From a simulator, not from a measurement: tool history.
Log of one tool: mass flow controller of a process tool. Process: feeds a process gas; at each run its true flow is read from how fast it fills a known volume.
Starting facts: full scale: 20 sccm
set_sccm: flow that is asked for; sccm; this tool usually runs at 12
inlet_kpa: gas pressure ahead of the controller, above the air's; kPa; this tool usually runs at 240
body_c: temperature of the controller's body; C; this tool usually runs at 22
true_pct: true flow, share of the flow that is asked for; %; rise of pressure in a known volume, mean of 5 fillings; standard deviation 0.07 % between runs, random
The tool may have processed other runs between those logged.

| run | hour | set_sccm | inlet_kpa | body_c | true_pct |
|---|---|---|---|---|---|
| 1 | 0 | 12 | 240 | 22 | 98.91 |
| 2 | 145.1 | 8 | 240 | 22 | 98.7 |
| 3 | 293.3 | 12 | 240 | 22 | 98.83 |
| 4 | 419.5 | 12 | 240 | 22 | 98.75 |
| 5 | 492.3 | 12 | 240 | 22 | 98.73 |
| 6 | 609.3 | 12 | 240 | 22 | 98.79 |
| 7 | 782.2 | 12 | 240 | 22 | 98.83 |
| 8 | 860.3 | 12 | 240 | 22 | 98.83 |
| 9 | 1028.9 | 12 | 240 | 22 | 98.67 |
| 10 | 1193.8 | 12 | 240 | 22 | 98.76 |
| 11 | 1263.8 | 12 | 180 | 21 | 99.11 |
| 12 | 1409.9 | 4 | 267 | 37 | 99.9 |
| 13 | 1482.1 | 4 | 180 | 20 | 98.97 |
| 14 | 1650.7 | 10 | 260 | 29 | 99.11 |
| 15 | 1736 | 2 | 240 | 22 | 99.38 |
| 16 | 1894.8 | 2 | 275 | 22 | 98.97 |
| 17 | 1998.6 | 4 | 194 | 21 | 98.95 |
| 18 | 2138.3 | 12 | 249 | 23 | 98.76 |
| 19 | 2232.5 | 7 | 240 | 26 | 98.86 |
| 20 | 2386.4 | 7 | 168 | 26 | 99.43 |

Predict each of these 4 candidate next runs independently; none follows another, all start after run 20:
| A | 2477.2 | 4 | 174 | 23 | ? |
| B | 2477.2 | 14 | 240 | 22 | ? |
| C | 2477.2 | 4 | 152 | 21 | ? |
| D | 2477.2 | 5 | 146 | 26 | ? |

| run | true_pct |
|---|---|
| A | 99.26 |
| B | 98.68 |
| C | 99.23 |
| D | 99.56 |
Without the tool's unlogged condition, the same runs would have read:
| run | true_pct |
|---|---|
| A | 99 |
| B | 99.12 |
| C | 98.97 |
| D | 99.5 |

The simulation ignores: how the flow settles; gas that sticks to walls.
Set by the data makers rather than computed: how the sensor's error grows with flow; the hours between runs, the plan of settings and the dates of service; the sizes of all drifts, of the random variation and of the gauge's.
